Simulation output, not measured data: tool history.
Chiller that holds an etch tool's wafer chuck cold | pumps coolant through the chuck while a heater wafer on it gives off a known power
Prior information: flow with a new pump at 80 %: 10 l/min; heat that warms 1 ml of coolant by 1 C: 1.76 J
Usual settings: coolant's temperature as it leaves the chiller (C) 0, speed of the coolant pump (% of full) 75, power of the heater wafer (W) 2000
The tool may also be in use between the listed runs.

run,hour,coolant's temperature as it leaves the chiller (C),speed of the coolant pump (% of full),power of the heater wafer (W),chuck's temperature once it has settled (C),how much warmer the coolant comes back (C)
1,0.0,0,75,2000,15.6,7.20
2,60.8,0,75,2000,15.6,7.28
3,112.4,0,75,2000,15.6,7.34
4,185.4,0,75,2000,15.6,7.23
5,256.8,0,75,2000,15.5,7.22
6,364.4,0,75,2000,15.4,7.12
7,429.1,-7,75,2173,10.1,7.83
# hour 478.7: chiller's thermometer calibrated
8,513.4,-7,75,2173,10.0,7.77
9,595.5,-1,75,2000,14.6,7.13
10,666.2,-3,75,1220,6.5,4.35
11,735.6,-3,75,1220,6.5,4.34
12,811.5,0,72,2000,16.1,7.33

Alternative continuations, all from the tool just after run 12; predict every row:
A,909.6,7,61,2000,?,?
B,909.6,0,72,1115,?,?
C,909.6,0,72,1251,?,?
D,909.6,0,75,2003,?,?
E,909.6,0,72,2023,?,?

run,chuck's temperature once it has settled (C),how much warmer the coolant comes back (C)
A,24.7,8.70
B,9.1,4.09
C,9.9,4.64
D,15.6,7.20
E,16.2,7.50
With no hidden state in the tool, these same runs would have given:
run,chuck's temperature once it has settled (C),how much warmer the coolant comes back (C)
A,24.6,8.83
B,9.1,4.22
C,9.9,4.77
D,15.6,7.32
E,16.2,7.62
